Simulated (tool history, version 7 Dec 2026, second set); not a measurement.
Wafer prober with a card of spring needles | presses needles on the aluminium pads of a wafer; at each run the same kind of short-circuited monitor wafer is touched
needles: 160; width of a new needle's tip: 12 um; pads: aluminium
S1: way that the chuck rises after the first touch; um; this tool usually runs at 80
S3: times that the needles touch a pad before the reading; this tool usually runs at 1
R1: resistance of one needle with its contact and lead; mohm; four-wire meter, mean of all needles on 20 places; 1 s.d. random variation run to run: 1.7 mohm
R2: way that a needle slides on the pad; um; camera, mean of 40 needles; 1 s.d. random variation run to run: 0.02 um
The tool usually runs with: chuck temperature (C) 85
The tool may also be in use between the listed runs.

run 1 hour=0.0 | S1=80 chuck_temperature_(C)=85 S3=1 | R1=172 R2=10.97
-- hour=6.9 tips cleaned on abrasive film
-- hour=18.4 tips cleaned on abrasive film
-- hour=29.9 tips cleaned on abrasive film
-- hour=41.4 tips cleaned on abrasive film
-- hour=52.9 tips cleaned on abrasive film
run 2 hour=53.2 | S1=80 chuck_temperature_(C)=85 S3=1 | R1=174 R2=10.96
-- hour=62.4 tips cleaned on abrasive film
-- hour=73.9 tips cleaned on abrasive film
-- hour=83.1 tips cleaned on abrasive film
-- hour=94.6 tips cleaned on abrasive film
-- hour=106.1 tips cleaned on abrasive film
-- hour=117.6 tips cleaned on abrasive film
-- hour=129.1 tips cleaned on abrasive film
run 3 hour=135.0 | S1=80 chuck_temperature_(C)=85 S3=1 | R1=172 R2=10.92
-- hour=139.7 tips cleaned on abrasive film
-- hour=148.9 tips cleaned on abrasive film
-- hour=160.4 tips cleaned on abrasive film
-- hour=171.9 tips cleaned on abrasive film
-- hour=183.4 tips cleaned on abrasive film
-- hour=194.9 tips cleaned on abrasive film
-- hour=204.1 tips cleaned on abrasive film
-- hour=215.6 tips cleaned on abrasive film
run 4 hour=221.9 | S1=80 chuck_temperature_(C)=85 S3=3 | R1=172 R2=10.91
-- hour=226.6 tips cleaned on abrasive film
-- hour=235.8 tips cleaned on abrasive film
-- hour=247.3 tips cleaned on abrasive film
-- hour=256.5 tips cleaned on abrasive film
-- hour=268.0 tips cleaned on abrasive film
-- hour=279.5 tips cleaned on abrasive film
run 5 hour=280.8 | S1=80 chuck_temperature_(C)=85 S3=2 | R1=169 R2=10.93
-- hour=290.0 tips cleaned on abrasive film
-- hour=301.5 tips cleaned on abrasive film
-- hour=310.7 tips cleaned on abrasive film
-- hour=322.2 tips cleaned on abrasive film
-- hour=333.7 tips cleaned on abrasive film
-- hour=343.0 tips cleaned on abrasive film
-- hour=354.5 tips cleaned on abrasive film
-- hour=366.0 tips cleaned on abrasive film
run 6 hour=366.5 | S1=80 chuck_temperature_(C)=76 S3=2 | R1=169 R2=10.91
-- hour=375.7 tips cleaned on abrasive film
-- hour=382.8 height of the first contact set anew
-- hour=387.5 tips cleaned on abrasive film
-- hour=396.7 tips cleaned on abrasive film
-- hour=408.2 tips cleaned on abrasive film
-- hour=419.7 tips cleaned on abrasive film
-- hour=431.2 tips cleaned on abrasive film
-- hour=442.7 tips cleaned on abrasive film
-- hour=454.2 tips cleaned on abrasive film
run 7 hour=455.4 | S1=80 chuck_temperature_(C)=76 S3=2 | R1=174 R2=10.87
-- hour=464.6 tips cleaned on abrasive film
-- hour=476.1 tips cleaned on abrasive film
-- hour=485.4 tips cleaned on abrasive film
-- hour=496.9 tips cleaned on abrasive film
-- hour=508.4 tips cleaned on abrasive film
-- hour=519.9 tips cleaned on abrasive film
-- hour=531.4 tips cleaned on abrasive film
run 8 hour=533.1 | S1=90 chuck_temperature_(C)=76 S3=2 | R1=173 R2=12.25
-- hour=542.4 tips cleaned on abrasive film
-- hour=551.6 tips cleaned on abrasive film
-- hour=563.1 tips cleaned on abrasive film
-- hour=574.6 tips cleaned on abrasive film
-- hour=586.1 tips cleaned on abrasive film
-- hour=597.6 tips cleaned on abrasive film
-- hour=609.1 tips cleaned on abrasive film
-- hour=618.3 tips cleaned on abrasive film
run 9 hour=621.2 | S1=80 chuck_temperature_(C)=85 S3=1 | R1=175 R2=10.83
-- hour=628.2 tips cleaned on abrasive film
-- hour=639.7 tips cleaned on abrasive film
-- hour=648.9 tips cleaned on abrasive film
-- hour=660.4 tips cleaned on abrasive film
-- hour=669.6 tips cleaned on abrasive film
-- hour=681.1 tips cleaned on abrasive film
run 10 hour=685.3 | S1=80 chuck_temperature_(C)=85 S3=1 | R1=174 R2=10.85
-- hour=692.2 tips cleaned on abrasive film
-- hour=701.4 tips cleaned on abrasive film
-- hour=712.9 tips cleaned on abrasive film
-- hour=722.1 tips cleaned on abrasive film
-- hour=733.6 tips cleaned on abrasive film
-- hour=742.9 tips cleaned on abrasive film
-- hour=754.4 tips cleaned on abrasive film
-- hour=765.9 tips cleaned on abrasive film
run 11 hour=767.2 | S1=80 chuck_temperature_(C)=85 S3=1 | R1=172 R2=10.85
-- hour=776.4 tips cleaned on abrasive film
-- hour=787.9 tips cleaned on abrasive film
-- hour=799.4 tips cleaned on abrasive film
-- hour=808.6 tips cleaned on abrasive film
-- hour=815.7 height of the first contact set anew
-- hour=820.4 tips cleaned on abrasive film
run 12 hour=821.2 | S1=66 chuck_temperature_(C)=76 S3=1 | R1=170 R2=8.93
-- hour=830.4 tips cleaned on abrasive film
-- hour=841.9 tips cleaned on abrasive film
-- hour=853.4 tips cleaned on abrasive film
-- hour=864.9 tips cleaned on abrasive film
-- hour=876.4 tips cleaned on abrasive film
-- hour=887.9 tips cleaned on abrasive film
run 13 hour=896.6 | S1=81 chuck_temperature_(C)=105 S3=1 | R1=176 R2=10.97
-- hour=899.0 tips cleaned on abrasive film
-- hour=910.5 tips cleaned on abrasive film
-- hour=922.0 tips cleaned on abrasive film
-- hour=933.5 tips cleaned on abrasive film
-- hour=945.0 tips cleaned on abrasive film
-- hour=956.5 tips cleaned on abrasive film
-- hour=968.0 tips cleaned on abrasive film
-- hour=978.0 tips cleaned on abrasive film
run 14 hour=978.0 | S1=81 chuck_temperature_(C)=105 S3=1 | R1=175 R2=10.96
-- hour=987.2 tips cleaned on abrasive film
-- hour=996.4 tips cleaned on abrasive film
-- hour=1007.9 tips cleaned on abrasive film
-- hour=1017.3 tips cleaned on abrasive film
run 15 hour=1017.3 | S1=62 chuck_temperature_(C)=85 S3=1 | R1=172 R2=8.37
-- hour=1026.5 tips cleaned on abrasive film
-- hour=1038.0 tips cleaned on abrasive film
-- hour=1049.5 tips cleaned on abrasive film
-- hour=1058.8 tips cleaned on abrasive film
-- hour=1070.3 tips cleaned on abrasive film
-- hour=1081.8 tips cleaned on abrasive film
run 16 hour=1085.6 | S1=62 chuck_temperature_(C)=85 S3=1 | R1=172 R2=8.34
-- hour=1092.6 tips cleaned on abrasive film
-- hour=1104.1 tips cleaned on abrasive film
-- hour=1113.3 tips cleaned on abrasive film
-- hour=1124.8 tips cleaned on abrasive film
-- hour=1136.3 tips cleaned on abrasive film
-- hour=1147.8 tips cleaned on abrasive film
run 17 hour=1148.8 | S1=68 chuck_temperature_(C)=48 S3=1 | R1=165 R2=9.15
-- hour=1158.0 tips cleaned on abrasive film
-- hour=1167.2 tips cleaned on abrasive film
-- hour=1178.7 tips cleaned on abrasive film
-- hour=1187.9 tips cleaned on abrasive film
-- hour=1197.5 tips cleaned on abrasive film
run 18 hour=1197.5 | S1=68 chuck_temperature_(C)=48 S3=1 | R1=165 R2=9.17
-- hour=1209.0 tips cleaned on abrasive film
-- hour=1218.3 tips cleaned on abrasive film
-- hour=1229.8 tips cleaned on abrasive film
-- hour=1239.0 tips cleaned on abrasive film
-- hour=1248.2 tips cleaned on abrasive film
-- hour=1250.8 height of the first contact set anew
-- hour=1260.0 tips cleaned on abrasive film
-- hour=1271.5 tips cleaned on abrasive film
-- hour=1280.7 tips cleaned on abrasive film
run 19 hour=1288.7 | S1=63 chuck_temperature_(C)=26 S3=1 | R1=162 R2=8.49
-- hour=1291.1 tips cleaned on abrasive film
-- hour=1302.6 tips cleaned on abrasive film
-- hour=1314.1 tips cleaned on abrasive film
-- hour=1323.3 tips cleaned on abrasive film
-- hour=1334.8 tips cleaned on abrasive film
-- hour=1346.3 tips cleaned on abrasive film
-- hour=1356.4 tips cleaned on abrasive film
run 20 hour=1356.4 | S1=69 chuck_temperature_(C)=59 S3=2 | R1=166 R2=9.25
-- hour=1365.6 tips cleaned on abrasive film
-- hour=1374.8 tips cleaned on abrasive film
-- hour=1386.3 tips cleaned on abrasive film
-- hour=1395.6 tips cleaned on abrasive film
-- hour=1407.1 tips cleaned on abrasive film
-- hour=1416.3 tips cleaned on abrasive film
-- hour=1427.8 tips cleaned on abrasive film
run 21 hour=1429.3 | S1=69 chuck_temperature_(C)=46 S3=1 | R1=164 R2=9.25

Forecast each of these 4 alternatives for the next run:
-- hour=1438.5 tips cleaned on abrasive film
-- hour=1447.7 tips cleaned on abrasive film
-- hour=1459.2 tips cleaned on abrasive film
-- hour=1470.7 tips cleaned on abrasive film
-- hour=1482.2 tips cleaned on abrasive film
-- hour=1492.4 tips cleaned on abrasive film
run A hour=1492.4 | S1=69 chuck_temperature_(C)=113 S3=1 | R1=? R2=?
-- hour=1438.5 tips cleaned on abrasive film
-- hour=1447.7 tips cleaned on abrasive film
-- hour=1459.2 tips cleaned on abrasive film
-- hour=1470.7 tips cleaned on abrasive film
-- hour=1482.2 tips cleaned on abrasive film
-- hour=1492.4 tips cleaned on abrasive film
run B hour=1492.4 | S1=91 chuck_temperature_(C)=102 S3=2 | R1=? R2=?
-- hour=1438.5 tips cleaned on abrasive film
-- hour=1447.7 tips cleaned on abrasive film
-- hour=1459.2 tips cleaned on abrasive film
-- hour=1470.7 tips cleaned on abrasive film
-- hour=1482.2 tips cleaned on abrasive film
-- hour=1492.4 tips cleaned on abrasive film
run C hour=1492.4 | S1=67 chuck_temperature_(C)=47 S3=1 | R1=? R2=?
-- hour=1438.5 tips cleaned on abrasive film
-- hour=1447.7 tips cleaned on abrasive film
-- hour=1459.2 tips cleaned on abrasive film
-- hour=1470.7 tips cleaned on abrasive film
-- hour=1482.2 tips cleaned on abrasive film
-- hour=1492.4 tips cleaned on abrasive film
run D hour=1492.4 | S1=80 chuck_temperature_(C)=35 S3=1 | R1=? R2=?

run=A R1=178 R2=9.27
run=B R1=174 R2=12.17
run=C R1=165 R2=8.94
run=D R1=162 R2=10.72
Had the tool no hidden state, the same runs would have come out as:
run=A R1=178 R2=9.50
run=B R1=174 R2=12.47
run=C R1=165 R2=9.16
run=D R1=162 R2=10.99
